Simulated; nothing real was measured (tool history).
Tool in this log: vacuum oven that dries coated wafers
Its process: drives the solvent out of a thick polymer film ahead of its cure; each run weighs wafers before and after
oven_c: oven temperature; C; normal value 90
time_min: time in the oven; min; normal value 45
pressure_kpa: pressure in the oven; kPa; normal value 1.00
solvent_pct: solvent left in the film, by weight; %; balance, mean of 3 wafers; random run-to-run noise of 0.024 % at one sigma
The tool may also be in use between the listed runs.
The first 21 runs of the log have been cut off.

| run | hour | oven_c | time_min | pressure_kpa | hours of work since the thermocouples were calibrated | hours of work since the vacuum gauge was cleaned of residue | solvent_pct |
|---|---|---|---|---|---|---|---|
| 22 | 398.5 | 77 | 63 | 1.00 | 546 | 508 | 2.07 |
| 23 | 414.4 | 99 | 45 | 0.61 | 555 | 517 | 0.36 |
| 24 | 439.6 | 85 | 56 | 1.05 | 569 | 531 | 1.19 |
| 25 | 458.7 | 79 | 56 | 2.69 | 580 | 542 | 3.22 |
| 26 | 479.3 | 77 | 23 | 2.69 | 592 | 554 | 7.04 |
| 27 | 494.9 | 77 | 23 | 2.69 | 601 | 563 | 7.09 |
| 28 | 515.9 | 90 | 63 | 3.16 | 613 | 575 | 1.66 |
| 29 | 538.6 | 90 | 47 | 3.47 | 626 | 588 | 2.10 |
| 30 | 560.7 | 90 | 45 | 3.95 | 639 | 600 | 2.47 |
| 31 | 573.0 | 90 | 45 | 3.95 | 646 | 607 | 2.43 |
| 32 | 590.6 | 90 | 45 | 3.95 | 656 | 617 | 2.45 |
| 33 | 606.0 | 90 | 72 | 1.00 | 665 | 626 | 0.63 |
| 34 | 620.4 | 90 | 72 | 1.00 | 673 | 635 | 0.61 |
| 35 | 636.6 | 88 | 61 | 2.89 | 682 | 644 | 1.84 |
| 36 | 655.5 | 78 | 61 | 1.90 | 693 | 655 | 2.67 |
| 37 | 678.7 | 82 | 61 | 1.90 | 706 | 668 | 1.98 |
| 38 | 691.0 | 80 | 57 | 1.73 | 713 | 675 | 2.42 |
| 39 | 708.8 | 80 | 57 | 0.82 | 723 | 685 | 1.80 |
| 40 | 732.0 | 80 | 39 | 0.54 | 737 | 698 | 2.88 |
| 41 | 754.2 | 80 | 39 | 0.54 | 749 | 711 | 2.94 |
| 42 | 779.0 | 80 | 38 | 0.54 | 764 | 725 | 3.05 |

Consider 3 possible next runs. They are alternatives, not a sequence: every one starts from the tool as it was left by run 42. What does each give?
| A | 791.8 | 80 | 38 | 2.33 | 771 | 733 | ? |
| B | 791.8 | 80 | 38 | 1.01 | 771 | 733 | ? |
| C | 791.8 | 90 | 42 | 2.36 | 771 | 733 | ? |

| run | solvent_pct |
|---|---|
| A | 4.06 |
| B | 3.36 |
| C | 1.87 |
With no hidden state in the tool, these same runs would have given:
| run | solvent_pct |
|---|---|
| A | 3.62 |
| B | 2.95 |
| C | 1.62 |

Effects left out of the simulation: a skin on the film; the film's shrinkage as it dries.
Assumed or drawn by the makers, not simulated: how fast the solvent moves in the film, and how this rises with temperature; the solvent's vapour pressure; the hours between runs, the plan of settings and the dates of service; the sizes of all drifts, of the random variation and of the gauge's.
